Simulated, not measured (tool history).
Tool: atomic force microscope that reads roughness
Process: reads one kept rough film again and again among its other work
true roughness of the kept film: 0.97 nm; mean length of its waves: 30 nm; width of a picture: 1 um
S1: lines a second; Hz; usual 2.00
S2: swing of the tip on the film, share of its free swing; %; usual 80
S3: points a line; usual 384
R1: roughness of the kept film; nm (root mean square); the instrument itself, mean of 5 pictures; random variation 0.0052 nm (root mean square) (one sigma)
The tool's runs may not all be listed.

run 1 hour=0.0 | S1=2.00 S2=80 S3=384 | R1=0.837
run 2 hour=20.9 | S1=2.00 S2=80 S3=384 | R1=0.833
run 3 hour=57.9 | S1=2.00 S2=80 S3=384 | R1=0.840
run 4 hour=103.9 | S1=2.00 S2=80 S3=384 | R1=0.841
run 5 hour=146.4 | S1=2.00 S2=80 S3=576 | R1=0.846
run 6 hour=168.8 | S1=2.00 S2=80 S3=576 | R1=0.836
run 7 hour=191.0 | S1=2.00 S2=80 S3=576 | R1=0.848
run 8 hour=220.6 | S1=2.00 S2=80 S3=576 | R1=0.846
run 9 hour=248.1 | S1=1.00 S2=80 S3=384 | R1=0.875
run 10 hour=268.0 | S1=1.00 S2=80 S3=384 | R1=0.884
run 11 hour=309.6 | S1=3.59 S2=80 S3=384 | R1=0.785
run 12 hour=332.1 | S1=3.59 S2=80 S3=384 | R1=0.773
run 13 hour=368.5 | S1=2.00 S2=80 S3=384 | R1=0.843
run 14 hour=392.6 | S1=2.25 S2=80 S3=384 | R1=0.833
run 15 hour=435.8 | S1=2.25 S2=80 S3=384 | R1=0.833
run 16 hour=462.7 | S1=2.25 S2=80 S3=384 | R1=0.826
run 17 hour=485.1 | S1=2.25 S2=80 S3=384 | R1=0.827
run 18 hour=523.5 | S1=2.00 S2=80 S3=384 | R1=0.842
run 19 hour=564.1 | S1=2.00 S2=80 S3=385 | R1=0.834
run 20 hour=583.4 | S1=2.00 S2=80 S3=384 | R1=0.842
run 21 hour=625.1 | S1=2.00 S2=80 S3=384 | R1=0.835
run 22 hour=657.5 | S1=2.00 S2=80 S3=384 | R1=0.829
run 23 hour=676.8 | S1=2.00 S2=78 S3=384 | R1=0.850
run 24 hour=708.8 | S1=1.09 S2=78 S3=460 | R1=0.893
run 25 hour=735.1 | S1=2.07 S2=71 S3=545 | R1=0.884
run 26 hour=773.3 | S1=2.07 S2=71 S3=325 | R1=0.863
run 27 hour=817.8 | S1=2.10 S2=80 S3=736 | R1=0.831
run 28 hour=865.2 | S1=2.00 S2=77 S3=384 | R1=0.853
run 29 hour=910.0 | S1=1.36 S2=71 S3=275 | R1=0.888
run 30 hour=953.8 | S1=1.36 S2=71 S3=275 | R1=0.896
run 31 hour=984.8 | S1=2.00 S2=69 S3=384 | R1=0.883
run 32 hour=1018.5 | S1=0.55 S2=75 S3=549 | R1=0.908
run 33 hour=1044.2 | S1=0.64 S2=69 S3=349 | R1=0.924
run 34 hour=1064.3 | S1=1.53 S2=80 S3=814 | R1=0.869
run 35 hour=1103.5 | S1=1.65 S2=80 S3=371 | R1=0.853
run 36 hour=1130.6 | S1=2.90 S2=80 S3=371 | R1=0.804
run 37 hour=1159.0 | S1=2.90 S2=80 S3=371 | R1=0.801
run 38 hour=1184.8 | S1=2.90 S2=80 S3=371 | R1=0.807
run 39 hour=1231.9 | S1=2.90 S2=69 S3=371 | R1=0.853
run 40 hour=1251.9 | S1=1.78 S2=59 S3=702 | R1=0.905
run 41 hour=1286.0 | S1=0.53 S2=58 S3=384 | R1=0.919
run 42 hour=1316.7 | S1=2.00 S2=59 S3=333 | R1=0.905
run 43 hour=1358.6 | S1=1.58 S2=80 S3=384 | R1=0.856
run 44 hour=1391.6 | S1=0.75 S2=78 S3=279 | R1=0.897
run 45 hour=1435.3 | S1=0.75 S2=78 S3=279 | R1=0.899

Taken out of this log: 9 entries between the listed runs. Where each belongs, and how the hidden state differs across it:
Between runs 2 and 3: new tip fitted (hour 31.8)
  radius of the tip, nm: 7.6 -> 7.1
Between runs 7 and 8: new tip fitted (hour 197.3)
  radius of the tip, nm: 7.6 -> 7.1
Between runs 12 and 13: new tip fitted (hour 363.7)
  radius of the tip, nm: 7.5 -> 7
Between runs 18 and 19: new tip fitted (hour 531.1)
  radius of the tip, nm: 7.7 -> 7.1
Between runs 23 and 24: new tip fitted (hour 698.8)
  radius of the tip, nm: 7.6 -> 7
Between runs 27 and 28: new tip fitted (hour 865.2)
  radius of the tip, nm: 7.5 -> 7; height scale over the true one, %: 0.02 -> 0.03
Between runs 32 and 33: new tip fitted (hour 1030.8)
  radius of the tip, nm: 7.6 -> 7.1
Between runs 38 and 39: new tip fitted (hour 1196.1)
  radius of the tip, nm: 7.6 -> 7.2
Between runs 43 and 44: new tip fitted (hour 1363.3)
  radius of the tip, nm: 7.7 -> 7.1

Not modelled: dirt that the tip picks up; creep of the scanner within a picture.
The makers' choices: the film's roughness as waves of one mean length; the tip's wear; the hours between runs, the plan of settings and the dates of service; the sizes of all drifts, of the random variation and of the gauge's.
